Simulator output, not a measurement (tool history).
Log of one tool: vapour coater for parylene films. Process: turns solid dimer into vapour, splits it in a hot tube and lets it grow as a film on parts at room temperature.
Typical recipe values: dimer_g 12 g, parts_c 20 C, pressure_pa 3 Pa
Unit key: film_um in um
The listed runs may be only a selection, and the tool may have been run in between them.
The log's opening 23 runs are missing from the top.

run	day	dimer_g	parts_c	pressure_pa	film_um
24	33.092	12	20	3	7.19
25	34.833	12	20	3	7.25
26	36.512	6	21	11.23	2.79
27	37.317	6	13	2.44	4.4
28	38.675	6	13	2.44	4.45
29	40.496	6	13	2.44	4.44
30	41.946	11	20	3.64	6.4
31	43.888	11	20	3.64	6.43
32	45.554	11	22	3.64	5.79
33	47.408	8	16	10.08	4.79
34	49.275	12	22	2.22	6.81
35	50.992	12	22	2.22	6.92
36	52.946	14	13	3	10.36
37	54.712	14	13	3	10.39
# day 55.638: trap's valve overhauled
38	56.617	14	19	4.42	8.24
39	57.504	7	19	2.14	4.58
40	59.462	8	20	6.98	4.18
41	61.125	12	15	7.7	7.69
42	62.171	6	15	7.7	3.94
43	63.662	6	22	7.7	2.81
44	65.321	12	22	7.22	5.78
45	66.467	11	32	3	3.87
46	67.842	12	20	2.8	7.29
47	69.646	8	20	3.62	4.65

Predict each of these 4 candidate next runs independently; none follows another, all start after run 47:
A	70.571	6	17	5.31	?
B	70.571	8	16	2.86	?
C	70.571	7	14	3.69	?
D	70.571	14	24	3	?

run	film_um
A	3.75
B	5.76
C	5.2
D	7
Without the tool's unlogged condition, the same runs would have read:
run	film_um
A	3.78
B	5.8
C	5.22
D	7.05
